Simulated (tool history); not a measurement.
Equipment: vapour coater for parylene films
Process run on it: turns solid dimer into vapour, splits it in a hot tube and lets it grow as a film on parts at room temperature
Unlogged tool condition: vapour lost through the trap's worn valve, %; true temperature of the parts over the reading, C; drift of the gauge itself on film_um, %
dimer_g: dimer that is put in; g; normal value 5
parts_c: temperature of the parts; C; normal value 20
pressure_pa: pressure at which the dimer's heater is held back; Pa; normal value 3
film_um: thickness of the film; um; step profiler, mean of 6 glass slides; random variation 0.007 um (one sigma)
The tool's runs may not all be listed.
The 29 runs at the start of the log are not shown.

run,day,dimer_g,parts_c,pressure_pa,hours of work since the trap's valve was overhauled,hours of work since the table's thermometer was calibrated,film_um
30,24.046,2,29,3,60,673,0.384
31,24.638,5,20,5.95,67,679,1.31
32,25.633,5,14,4.13,78,691,1.82
33,26.479,5,14,4.13,88,701,1.829
34,27.208,5,14,4.13,96,709,1.834
35,28.029,5,20,8.87,106,718,1.227
36,29.05,2,20,6.53,118,730,0.521
37,29.642,2,20,6.53,124,737,0.5
38,30.271,2,20,6.53,132,744,0.512
39,31.35,7,20,3.32,144,757,2.012
40,31.958,7,20,3.32,151,764,2.021
41,32.788,5,20,3,161,773,1.462
42,33.367,3,20,8.02,167,780,0.74
43,34.008,3,20,7.69,175,787,0.752
44,34.662,6,16,6.47,182,795,1.849
45,35.583,2,20,5.35,193,805,0.535
46,36.6,5,30,2.71,204,817,0.944
47,37.846,6,18,5.13,219,831,1.761

4 ways to go on from here, each from the tool as it stands after run 47. What would each give?
A,38.442,5,20,4.69,226,838,?
B,38.442,5,20,5.96,226,838,?
C,38.442,6,31,5.13,226,838,?
D,38.442,5,20,3,226,838,?

run,film_um
A,1.363
B,1.309
C,0.967
D,1.457
Without the tool's unlogged condition, the same runs would have read:
run,film_um
A,1.363
B,1.309
C,0.967
D,1.457
